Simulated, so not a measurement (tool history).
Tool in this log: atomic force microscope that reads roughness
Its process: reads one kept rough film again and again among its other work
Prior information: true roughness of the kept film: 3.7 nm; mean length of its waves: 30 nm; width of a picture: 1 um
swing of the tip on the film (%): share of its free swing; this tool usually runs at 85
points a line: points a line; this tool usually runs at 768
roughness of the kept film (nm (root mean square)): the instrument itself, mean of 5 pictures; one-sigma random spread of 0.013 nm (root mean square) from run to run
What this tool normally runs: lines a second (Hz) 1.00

run	day	lines a second (Hz)	swing of the tip on the film (%)	points a line	roughness of the kept film (nm (root mean square))
1	0.000	1.00	85	768	2.957
2	1.596	1.00	72	768	3.096
3	3.146	1.00	72	768	3.069
4	3.912	1.00	72	768	3.034
5	5.146	1.00	72	768	3.016
6	6.821	1.00	85	420	2.824
7	8.508	1.00	85	384	2.772
8	9.312	1.00	85	768	2.774
9	10.317	1.00	85	768	2.770
10	11.512	1.00	85	768	2.732
# day 12.221: new tip fitted
11	12.504	1.00	85	768	2.998
12	13.212	1.00	85	768	2.972
13	14.758	1.00	85	317	2.908
14	15.867	1.00	85	317	2.891
15	17.525	3.71	85	768	2.200
16	18.792	3.71	85	768	2.181
17	19.812	3.78	78	559	2.402
18	20.992	0.54	81	559	3.018
19	22.662	0.54	81	559	2.977
20	23.979	0.54	81	559	2.958
21	25.450	0.54	81	559	2.914
22	26.408	0.76	85	768	2.785
# day 26.592: new tip fitted
23	27.233	1.25	75	768	3.066
24	28.517	3.09	75	518	2.694
25	29.662	3.09	75	518	2.647
26	31.121	3.09	75	518	2.661

3 ways to go on from here, each from the tool as it stands after run 26. What would each give?
A	31.950	0.61	85	768	?
B	31.950	3.09	83	391	?
C	31.950	0.73	73	283	?

run	roughness of the kept film (nm (root mean square))
A	3.045
B	2.377
C	3.066
Stripped of hidden state, with their random variation kept, the same runs would have yielded:
run	roughness of the kept film (nm (root mean square))
A	3.189
B	2.490
C	3.211

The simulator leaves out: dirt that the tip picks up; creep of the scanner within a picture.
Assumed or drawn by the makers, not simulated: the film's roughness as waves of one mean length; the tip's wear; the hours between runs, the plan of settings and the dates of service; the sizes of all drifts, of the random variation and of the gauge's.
